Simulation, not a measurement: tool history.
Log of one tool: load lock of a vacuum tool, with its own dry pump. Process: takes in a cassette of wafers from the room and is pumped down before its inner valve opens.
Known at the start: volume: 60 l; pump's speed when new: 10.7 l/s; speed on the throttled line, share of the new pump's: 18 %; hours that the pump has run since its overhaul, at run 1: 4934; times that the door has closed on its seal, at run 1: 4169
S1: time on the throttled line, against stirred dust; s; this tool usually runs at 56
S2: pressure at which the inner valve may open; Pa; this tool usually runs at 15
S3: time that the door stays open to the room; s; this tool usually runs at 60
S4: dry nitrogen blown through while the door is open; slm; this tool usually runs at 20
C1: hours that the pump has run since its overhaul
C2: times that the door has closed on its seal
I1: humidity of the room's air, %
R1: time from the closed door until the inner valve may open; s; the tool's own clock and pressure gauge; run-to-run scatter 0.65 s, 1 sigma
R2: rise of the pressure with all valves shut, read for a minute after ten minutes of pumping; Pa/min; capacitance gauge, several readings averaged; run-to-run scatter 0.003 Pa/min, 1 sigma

{"run": 1, "hour": 0.0, "S1": 56, "S2": 15, "S3": 60, "S4": 20, "C1": 4934, "C2": 4169, "I1": 47.1, "R1": 99.8, "R2": 0.034}
{"run": 2, "hour": 465.1, "S1": 56, "S2": 15, "S3": 60, "S4": 20, "C1": 5399, "C2": 4652, "I1": 47.2, "R1": 99.8, "R2": 0.033}
{"run": 3, "hour": 736.5, "S1": 86, "S2": 15, "S3": 60, "S4": 20, "C1": 5670, "C2": 4933, "I1": 46.0, "R1": 124.5, "R2": 0.035}
{"run": 4, "hour": 1139.5, "S1": 86, "S2": 15, "S3": 60, "S4": 20, "C1": 6073, "C2": 5351, "I1": 42.3, "R1": 125.4, "R2": 0.034}
{"run": 5, "hour": 1544.0, "S1": 86, "S2": 15, "S3": 60, "S4": 20, "C1": 6478, "C2": 5771, "I1": 48.9, "R1": 124.9, "R2": 0.04}
{"run": 6, "hour": 1975.5, "S1": 86, "S2": 15, "S3": 60, "S4": 14, "C1": 6909, "C2": 6218, "I1": 44.8, "R1": 126.4, "R2": 0.035}
{"run": 7, "hour": 2467.6, "S1": 86, "S2": 15, "S3": 60, "S4": 14, "C1": 7401, "C2": 6729, "I1": 47.8, "R1": 125.7, "R2": 0.037}
{"run": 8, "hour": 3003.1, "S1": 86, "S2": 15, "S3": 60, "S4": 14, "C1": 7937, "C2": 7284, "I1": 46.7, "R1": 127.9, "R2": 0.037}
{"run": 9, "hour": 3372.3, "S1": 56, "S2": 15, "S3": 60, "S4": 20, "C1": 8306, "C2": 7667, "I1": 46.0, "R1": 104.4, "R2": 0.039}
{"run": 10, "hour": 3747.5, "S1": 56, "S2": 15, "S3": 60, "S4": 20, "C1": 8681, "C2": 8056, "I1": 40.2, "R1": 104.7, "R2": 0.045}
{"run": 11, "hour": 4188.5, "S1": 56, "S2": 15, "S3": 60, "S4": 20, "C1": 9122, "C2": 8513, "I1": 43.3, "R1": 103.0, "R2": 0.033}
{"run": 12, "hour": 4538.6, "S1": 56, "S2": 15, "S3": 116, "S4": 20, "C1": 9472, "C2": 8876, "I1": 41.2, "R1": 105.6, "R2": 0.045}
{"run": 13, "hour": 5045.5, "S1": 56, "S2": 15, "S3": 116, "S4": 20, "C1": 9979, "C2": 9402, "I1": 44.8, "R1": 106.0, "R2": 0.058}
{"run": 14, "hour": 5442.0, "S1": 56, "S2": 15, "S3": 116, "S4": 20, "C1": 10376, "C2": 9813, "I1": 48.3, "R1": 105.5, "R2": 0.054}
{"run": 15, "hour": 5687.5, "S1": 56, "S2": 15, "S3": 116, "S4": 20, "C1": 10621, "C2": 10068, "I1": 47.6, "R1": 106.9, "R2": 0.058}
{"hour": 6057.2, "done": "dry pump taken out, an overhauled one fitted"}
{"run": 16, "hour": 6060.0, "S1": 48, "S2": 15, "S3": 60, "S4": 20, "C1": 3, "C2": 10448, "I1": 44.4, "R1": 90.1, "R2": 0.045}
{"run": 17, "hour": 6617.3, "S1": 56, "S2": 15, "S3": 60, "S4": 20, "C1": 560, "C2": 11026, "I1": 45.6, "R1": 96.5, "R2": 0.046}
{"run": 18, "hour": 6930.5, "S1": 56, "S2": 15, "S3": 60, "S4": 20, "C1": 873, "C2": 11351, "I1": 49.0, "R1": 97.7, "R2": 0.054}
{"run": 19, "hour": 7393.1, "S1": 56, "S2": 15, "S3": 60, "S4": 20, "C1": 1336, "C2": 11831, "I1": 46.1, "R1": 97.8, "R2": 0.05}
{"run": 20, "hour": 7821.2, "S1": 61, "S2": 20, "S3": 28, "S4": 4, "C1": 1764, "C2": 12275, "I1": 41.2, "R1": 100.1, "R2": 0.044}
{"run": 21, "hour": 8165.4, "S1": 61, "S2": 20, "S3": 98, "S4": 10, "C1": 2108, "C2": 12632, "I1": 46.8, "R1": 100.5, "R2": 0.065}
{"run": 22, "hour": 8448.7, "S1": 61, "S2": 20, "S3": 98, "S4": 10, "C1": 2391, "C2": 12925, "I1": 44.2, "R1": 101.1, "R2": 0.068}
{"run": 23, "hour": 9008.4, "S1": 61, "S2": 20, "S3": 98, "S4": 10, "C1": 2951, "C2": 13506, "I1": 42.6, "R1": 101.1, "R2": 0.067}
{"run": 24, "hour": 9495.2, "S1": 56, "S2": 21, "S3": 60, "S4": 20, "C1": 3438, "C2": 14011, "I1": 49.0, "R1": 96.4, "R2": 0.062}
{"run": 25, "hour": 9767.8, "S1": 56, "S2": 16, "S3": 27, "S4": 4, "C1": 3711, "C2": 14294, "I1": 45.2, "R1": 98.7, "R2": 0.056}
{"run": 26, "hour": 10092.8, "S1": 59, "S2": 15, "S3": 61, "S4": 20, "C1": 4036, "C2": 14631, "I1": 48.8, "R1": 103.6, "R2": 0.054}
{"run": 27, "hour": 10626.5, "S1": 59, "S2": 15, "S3": 61, "S4": 20, "C1": 4569, "C2": 15184, "I1": 42.6, "R1": 101.7, "R2": 0.055}
{"run": 28, "hour": 10921.9, "S1": 71, "S2": 15, "S3": 61, "S4": 20, "C1": 4865, "C2": 15490, "I1": 42.3, "R1": 112.9, "R2": 0.062}
{"run": 29, "hour": 11308.2, "S1": 64, "S2": 11, "S3": 82, "S4": 20, "C1": 5251, "C2": 15891, "I1": 47.6, "R1": 109.0, "R2": 0.064}
{"run": 30, "hour": 11876.8, "S1": 64, "S2": 11, "S3": 82, "S4": 20, "C1": 5820, "C2": 16481, "I1": 45.9, "R1": 110.2, "R2": 0.068}
{"run": 31, "hour": 12413.6, "S1": 111, "S2": 27, "S3": 92, "S4": 22, "C1": 6356, "C2": 17038, "I1": 44.9, "R1": 142.3, "R2": 0.071}
{"run": 32, "hour": 12845.9, "S1": 56, "S2": 22, "S3": 179, "S4": 20, "C1": 6789, "C2": 17486, "I1": 46.1, "R1": 101.3, "R2": 0.09}
{"run": 33, "hour": 13098.0, "S1": 67, "S2": 19, "S3": 152, "S4": 17, "C1": 7041, "C2": 17747, "I1": 44.2, "R1": 111.5, "R2": 0.085}
{"run": 34, "hour": 13546.4, "S1": 88, "S2": 19, "S3": 209, "S4": 7, "C1": 7489, "C2": 18212, "I1": 45.8, "R1": 128.8, "R2": 0.107}
{"run": 35, "hour": 13839.6, "S1": 56, "S2": 15, "S3": 36, "S4": 21, "C1": 7782, "C2": 18517, "I1": 47.3, "R1": 105.4, "R2": 0.065}
{"run": 36, "hour": 14264.4, "S1": 32, "S2": 19, "S3": 225, "S4": 21, "C1": 8207, "C2": 18957, "I1": 48.0, "R1": 84.4, "R2": 0.101}
{"run": 37, "hour": 14817.0, "S1": 34, "S2": 20, "S3": 53, "S4": 39, "C1": 8760, "C2": 19530, "I1": 46.0, "R1": 87.8, "R2": 0.066}

A few steps of R1 between consecutive runs. Split each: what settings, incoming material and random variation would produce without the hidden state, and what is left over for the hidden state, along with gauge scatter present in only one of the two compared results (measured, and without hidden state):
The hidden state here: pump's speed, % of a new pump's; leak at the door's seal, Pa l/s; drift of the gauge itself on ready_s, %; drift of the gauge itself on rise_pa_min, %.
Run 2 -> 3: S1 56 -> 86. R1 +24.7 s: hidden state -0.2, all else +24.9.
Run 15 -> 16: S1 56 -> 48, S3 116 -> 60, dry pump taken out, an overhauled one fitted. R1 -16.8 s: hidden state -10.3, all else -6.5.
Run 30 -> 31: S1 64 -> 111, S2 11 -> 27, S3 82 -> 92, S4 20 -> 22. R1 +32.1 s: hidden state -1.9, all else +34.0.
Run 31 -> 32: S1 111 -> 56, S2 27 -> 22, S3 92 -> 179, S4 22 -> 20. R1 -41.0 s: hidden state +2.6, all else -43.6.
Run 34 -> 35: S1 88 -> 56, S2 19 -> 15, S3 209 -> 36, S4 7 -> 21. R1 -23.4 s: hidden state +2.0, all else -25.4.
